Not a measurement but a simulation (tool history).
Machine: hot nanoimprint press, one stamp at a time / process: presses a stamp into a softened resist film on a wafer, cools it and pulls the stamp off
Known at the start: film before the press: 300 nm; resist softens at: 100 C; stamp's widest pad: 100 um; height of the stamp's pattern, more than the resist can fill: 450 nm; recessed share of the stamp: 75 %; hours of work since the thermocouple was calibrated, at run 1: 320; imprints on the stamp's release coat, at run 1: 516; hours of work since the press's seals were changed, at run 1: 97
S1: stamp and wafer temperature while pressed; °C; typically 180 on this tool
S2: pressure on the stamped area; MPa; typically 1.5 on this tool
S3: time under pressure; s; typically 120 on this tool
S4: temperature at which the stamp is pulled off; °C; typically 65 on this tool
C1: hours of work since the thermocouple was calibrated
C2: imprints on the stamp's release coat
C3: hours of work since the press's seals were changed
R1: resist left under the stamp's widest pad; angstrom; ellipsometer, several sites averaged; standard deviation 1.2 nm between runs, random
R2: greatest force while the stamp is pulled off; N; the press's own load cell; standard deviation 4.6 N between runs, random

run   hour   S1    S2   S3  S4   C1    C2   C3    R1   R2
  1      0  180   1.5  120  65  320   516   97  1825  265
  2   30.6  180   1.5  120  52  339   616  116  1868  366
  3   88.6  180   1.5  120  65  375   806  152  1834  291
  4  130.7  180   1.5  120  65  401   945  178  1845  310
  5  160.2  180   1.5  120  65  419  1041  196  1849  316
     200.8  -- plate thermocouple calibrated
  6  203.9  180   1.5  120  65    2  1175  221  1758  320
  7  233.1  180   1.5  120  65   20  1271  239  1812  334
  8  271.7  180  1.63  120  65   44  1398  263  1737  341
  9  308.3  180   1.5  120  65   66  1518  286  1811  356
 10  342.6  180   1.5  120  65   88  1630  307  1795  358
     368.3  -- stamp cleaned and given a new release coat
 11  415.3  180   1.5  120  65  129   154  348  1813  239
 12  473.1  180   1.5  120  65  165   344  384  1834  255
 13  506.4  170   1.5  120  65  185   453  405  2444  262
 14  570.5  170   1.5  120  65  225   664  444  2430  274
 15  631.6  170   1.5  120  65  263   864  482  2478  300
 16  675.6  172  1.13  218  51  290  1009  509  2223  403
 17  730.8  172  1.13  218  51  324  1190  543  2272  439

Run 18, settings as shown, results not yet in. Your forecast:
 18  769.6  172  1.13  218  51  348  1317  567   ?   ?

R1: 2235 angstrom
R2: 438 N
The same run, on a tool lacking any hidden state, would have yielded R1 2162 angstrom, R2 285 N.
